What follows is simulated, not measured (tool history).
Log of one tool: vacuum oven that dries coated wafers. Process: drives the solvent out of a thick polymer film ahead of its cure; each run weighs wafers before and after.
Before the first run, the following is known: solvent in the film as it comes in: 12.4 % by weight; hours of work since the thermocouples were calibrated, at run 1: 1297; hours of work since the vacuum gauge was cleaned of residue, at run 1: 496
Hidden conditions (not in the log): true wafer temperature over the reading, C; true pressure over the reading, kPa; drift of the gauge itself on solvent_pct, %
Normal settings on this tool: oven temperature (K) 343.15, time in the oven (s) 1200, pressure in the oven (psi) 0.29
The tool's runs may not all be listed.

run	hour	oven temperature (K)	time in the oven (s)	pressure in the oven (psi)	hours of work since the thermocouples were calibrated	hours of work since the vacuum gauge was cleaned of residue	solvent left in the film (%)
1	0	343.15	1200	0.29	1297	496	1.83
2	80.6	341.15	1200	0.29	1353	552	2.26
3	118	335.15	1200	0.29	1379	578	3.93
4	161.8	335.15	1200	0.29	1410	608	3.94
# hour 221: oven's thermocouples calibrated
5	228.5	335.15	1200	0.29	5	653	3.93
6	290.5	343.15	1200	0.29	48	697	1.83
7	362.6	343.15	1200	0.244	99	747	1.68
8	431.8	350.15	1200	0.29	147	795	0.91
9	501.1	350.15	1200	0.29	195	843	0.92
10	582.5	350.15	1200	0.29	252	900	0.83
11	670.5	335.15	1200	0.29	313	962	3.92
12	741.2	353.15	1200	0.29	362	1011	0.71
13	796.6	343.15	1200	0.29	401	1049	1.88
14	861.1	343.15	1200	0.29	446	1094	1.87
15	938.1	343.15	1200	0.29	500	1148	1.84
16	993.1	343.15	1200	0.29	538	1186	1.84
17	1052.2	332.15	1200	0.29	579	1228	4.87
18	1126	332.15	1200	0.29	631	1279	4.93
19	1210.4	332.15	1200	0.29	690	1338	4.79
20	1280	332.15	1200	0.29	738	1386	4.91
21	1341.7	332.15	1200	0.29	781	1429	4.87
22	1416.3	332.15	1200	0.29	833	1481	4.9
23	1454.6	332.15	1200	0.29	860	1508	4.87
24	1526.4	332.15	1200	0.29	910	1558	4.84
25	1571.6	332.15	1200	0.29	941	1590	4.95
26	1611.1	329.15	2040	0.29	969	1617	4.16
27	1671.4	329.15	2040	0.29	1011	1659	4.19
28	1754.1	333.15	2040	0.724	1068	1717	4.93
29	1836.1	343.15	1860	0.283	1126	1774	1.15
30	1907.1	343.15	1200	0.368	1175	1823	2.11
# hour 1944.9: vacuum gauge cleaned of residue and calibrated
31	1949.2	337.15	660	0.368	1203	3	5.52
32	2001.6	340.15	1740	0.776	1240	40	3.49
33	2085.7	352.15	720	0.263	1298	98	1.2
34	2126.4	352.15	1440	0.263	1327	127	0.64
35	2183.9	352.15	1440	0.263	1367	167	0.68
36	2272	345.15	600	0.313	1428	228	3.34
# hour 2303.6: oven's thermocouples calibrated
37	2338	345.15	600	0.22	24	273	3.07
38	2424.5	345.15	600	0.22	84	333	3.12
39	2466.5	334.15	840	0.29	114	362	5.41
40	2513.3	329.15	1200	1.139	146	395	9.03
41	2577.8	329.15	720	0.236	191	440	7.12
42	2620.2	329.15	720	0.236	221	469	7.17
43	2679.2	343.15	1080	0.158	262	510	1.64
44	2730.9	343.15	1080	0.158	298	546	1.67
45	2788.8	346.15	1080	0.2	338	587	1.27
46	2872.1	343.15	1200	1.107	396	645	4.39
47	2945.3	332.15	1200	0.624	447	696	6.11

Across each entry between runs, compare the hidden state at the last listed run before it with the hidden state at the first listed run after it:
Between runs 4 and 5: oven's thermocouples calibrated (hour 221)
  true wafer temperature over the reading, C: 0.07 -> 0; true pressure over the reading, kPa: 0.006 -> 0.007
Between runs 30 and 31: vacuum gauge cleaned of residue and calibrated (hour 1944.9)
  true pressure over the reading, kPa: 0.019 -> 0
Between runs 36 and 37: oven's thermocouples calibrated (hour 2303.6)
  true wafer temperature over the reading, C: 0.07 -> 0.01
